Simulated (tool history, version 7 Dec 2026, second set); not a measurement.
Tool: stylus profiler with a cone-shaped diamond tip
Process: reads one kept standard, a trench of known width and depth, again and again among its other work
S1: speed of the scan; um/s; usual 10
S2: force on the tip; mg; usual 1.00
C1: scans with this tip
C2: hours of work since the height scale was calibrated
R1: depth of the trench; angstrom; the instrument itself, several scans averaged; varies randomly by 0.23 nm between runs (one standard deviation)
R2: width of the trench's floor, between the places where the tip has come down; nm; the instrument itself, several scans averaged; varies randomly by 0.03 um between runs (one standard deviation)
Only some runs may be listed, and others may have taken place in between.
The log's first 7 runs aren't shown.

run    hour  S1    S2     C1   C2       R1     R2
  8   569.2   4  1.00  20395   67  10088.1  42090
  9   634.2   4  1.00  20867  109  10089.3  42080
 10   721.8   4  1.00  21503  165  10089.1  42050
 11   797.1  10  1.00  22049  213  10090.1  41930
 12   872.0  10  1.00  22592  261  10083.4  41950
 13   942.1  10  1.00  23101  305  10081.0  41870
 14  1027.8  10  1.00  23724  360  10081.3  41800
 15  1073.3  10  1.00  24053  389  10079.4  41810
 16  1120.1  18  1.00  24393  419  10084.1  41700
 17  1175.7   3  0.42  24797  455  10042.4  41810
 18  1254.4   3  0.42  25367  505  10038.8  41800
 19  1317.9  32  0.93  25828  546  10073.7  41430
 20  1363.1   5  0.34  26157  575  10029.5  41620
 21  1436.8   5  0.94  26691  622  10074.2  41650
 22  1512.2  32  0.75  27239  670  10064.2  41280
 23  1583.9  32  0.49  27759  716  10041.1  41170
 24  1654.8  32  0.49  28274  761  10043.1  41090
 25  1723.5  13  0.46  28772  805  10035.4  41320
 26  1776.2  19  0.43  29154  839  10035.8  41210
     1808.0  -- height scale calibrated on a step standard
 27  1873.3   4  2.87  29856   42  10194.2  41420

Forecast run 28:
 28  1932.0   5  1.76  30281  79   ?   ?

R1: 10140.2 angstrom
R2: 41400 nm
If the tool had no hidden condition, the same run with the same run-to-run variation would have returned R1 10134.1 angstrom, R2 43960 nm.
